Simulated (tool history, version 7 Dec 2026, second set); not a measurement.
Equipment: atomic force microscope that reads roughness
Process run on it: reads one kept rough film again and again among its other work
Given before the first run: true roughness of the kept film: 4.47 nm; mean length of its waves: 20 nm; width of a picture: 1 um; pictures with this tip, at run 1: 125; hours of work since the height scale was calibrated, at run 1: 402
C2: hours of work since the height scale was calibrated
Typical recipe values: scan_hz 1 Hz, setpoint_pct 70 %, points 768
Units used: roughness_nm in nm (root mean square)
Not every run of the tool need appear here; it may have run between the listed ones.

Run 1, hour 0: usual settings; pictures with this tip 125; C2 402. Result: roughness_nm 2.847 nm (root mean square).
Run 2, hour 70.8: usual settings but points 256; pictures with this tip 201; C2 435. Result: roughness_nm 2.465 nm (root mean square).
Run 3, hour 151: usual settings but points 256; pictures with this tip 288; C2 472. Result: roughness_nm 2.237 nm (root mean square).
Run 4, hour 191.4: usual settings but setpoint_pct 61 %; pictures with this tip 331; C2 491. Result: roughness_nm 2.241 nm (root mean square).
Run 5, hour 226.9: usual settings but setpoint_pct 61 %; pictures with this tip 369; C2 508. Result: roughness_nm 2.157 nm (root mean square).
At hour 238.1: new tip fitted.
Run 6, hour 281.9: usual settings but setpoint_pct 60 %; pictures with this tip 47; C2 533. Result: roughness_nm 3.12 nm (root mean square).
Run 7, hour 340.7: usual settings but setpoint_pct 60 %; pictures with this tip 110; C2 560. Result: roughness_nm 2.895 nm (root mean square).
Run 8, hour 401.8: usual settings but setpoint_pct 60 %; pictures with this tip 176; C2 589. Result: roughness_nm 2.638 nm (root mean square).
Run 9, hour 437.6: usual settings but setpoint_pct 60 %; pictures with this tip 214; C2 606. Result: roughness_nm 2.513 nm (root mean square).
Run 10, hour 501.3: usual settings but setpoint_pct 60 %; pictures with this tip 283; C2 635. Result: roughness_nm 2.299 nm (root mean square).
Run 11, hour 572.6: usual settings but setpoint_pct 60 %; pictures with this tip 360; C2 668. Result: roughness_nm 2.115 nm (root mean square).
At hour 596.3: new tip fitted.
Run 12, hour 656.6: usual settings; pictures with this tip 65; C2 707. Result: roughness_nm 3.018 nm (root mean square).
Run 13, hour 701.2: usual settings; pictures with this tip 112; C2 728. Result: roughness_nm 2.849 nm (root mean square).
Run 14, hour 773.8: usual settings; pictures with this tip 191; C2 762. Result: roughness_nm 2.564 nm (root mean square).
Run 15, hour 830.1: usual settings but scan_hz 2.16 Hz, setpoint_pct 65 %, points 700; pictures with this tip 251; C2 788. Result: roughness_nm 2.37 nm (root mean square).
Run 16, hour 866.7: usual settings but scan_hz 1.13 Hz, setpoint_pct 86 %; pictures with this tip 290; C2 805. Result: roughness_nm 2.224 nm (root mean square).
Run 17, hour 904: usual settings but scan_hz 1.13 Hz, setpoint_pct 86 %; pictures with this tip 331; C2 822. Result: roughness_nm 2.141 nm (root mean square).
At hour 953.1: new tip fitted.
Run 18, hour 957.1: usual settings but scan_hz 1.13 Hz, setpoint_pct 64 %, points 955; pictures with this tip 4; C2 847. Result: roughness_nm 3.367 nm (root mean square).
Run 19, hour 1022.4: usual settings but scan_hz 1.13 Hz, setpoint_pct 64 %, points 955; pictures with this tip 74; C2 877. Result: roughness_nm 3.015 nm (root mean square).
Run 20, hour 1094.1: usual settings but scan_hz 1.13 Hz, setpoint_pct 64 %, points 955; pictures with this tip 152; C2 910. Result: roughness_nm 2.707 nm (root mean square).
Run 21, hour 1177.9: usual settings but scan_hz 3.83 Hz, setpoint_pct 85 %; pictures with this tip 242; C2 949. Result: roughness_nm 2.087 nm (root mean square).
Run 22, hour 1227.9: usual settings but scan_hz 0.68 Hz, setpoint_pct 60 %, points 414; pictures with this tip 296; C2 973. Result: roughness_nm 2.284 nm (root mean square).
Run 23, hour 1277.8: usual settings but scan_hz 0.68 Hz, setpoint_pct 60 %, points 414; pictures with this tip 349; C2 996. Result: roughness_nm 2.144 nm (root mean square).
At hour 1307.8: new tip fitted.
Run 24, hour 1328.3: usual settings but points 382; pictures with this tip 22; C2 1019. Result: roughness_nm 3.215 nm (root mean square).
At hour 1349.3: height scale calibrated on a step standard.
Run 25, hour 1379: usual settings but setpoint_pct 57 %; pictures with this tip 75; C2 14. Result: roughness_nm 3.015 nm (root mean square).
Run 26, hour 1458.1: usual settings but scan_hz 3.66 Hz, setpoint_pct 61 %, points 279; pictures with this tip 161; C2 51. Result: roughness_nm 2.486 nm (root mean square).
Run 27, hour 1536.6: usual settings but setpoint_pct 74 %, points 441; pictures with this tip 245; C2 87. Result: roughness_nm 2.333 nm (root mean square).
Run 28, hour 1617.2: usual settings but scan_hz 1.26 Hz, setpoint_pct 85 %, points 261; pictures with this tip 332; C2 125. Result: roughness_nm 2.041 nm (root mean square).

5 options for the next run, each taken on its own from the tool as it stands now. Forecast them:
At hour 1664.2: new tip fitted.
Run A, hour 1680.2: usual settings but scan_hz 2.57 Hz, setpoint_pct 85 %, points 375; pictures with this tip 17; C2 154. Result: roughness_nm ?.
At hour 1664.2: new tip fitted.
Run B, hour 1680.2: usual settings but scan_hz 0.7 Hz, setpoint_pct 75 %, points 514; pictures with this tip 17; C2 154. Result: roughness_nm ?.
At hour 1664.2: new tip fitted.
Run C, hour 1680.2: usual settings but scan_hz 0.89 Hz; pictures with this tip 17; C2 154. Result: roughness_nm ?.
At hour 1664.2: new tip fitted.
Run D, hour 1680.2: usual settings but scan_hz 1.25 Hz, setpoint_pct 86 %, points 309; pictures with this tip 17; C2 154. Result: roughness_nm ?.
At hour 1664.2: new tip fitted.
Run E, hour 1680.2: usual settings but scan_hz 1.41 Hz, setpoint_pct 62 %, points 282; pictures with this tip 17; C2 154. Result: roughness_nm ?.

run  roughness_nm
  A         2.915
  B         3.207
  C         3.228
  D         3.034
  E         3.147
Without the tool's unlogged condition, the same runs would have read:
run  roughness_nm
  A         3.021
  B         3.323
  C         3.345
  D         3.145
  E         3.261
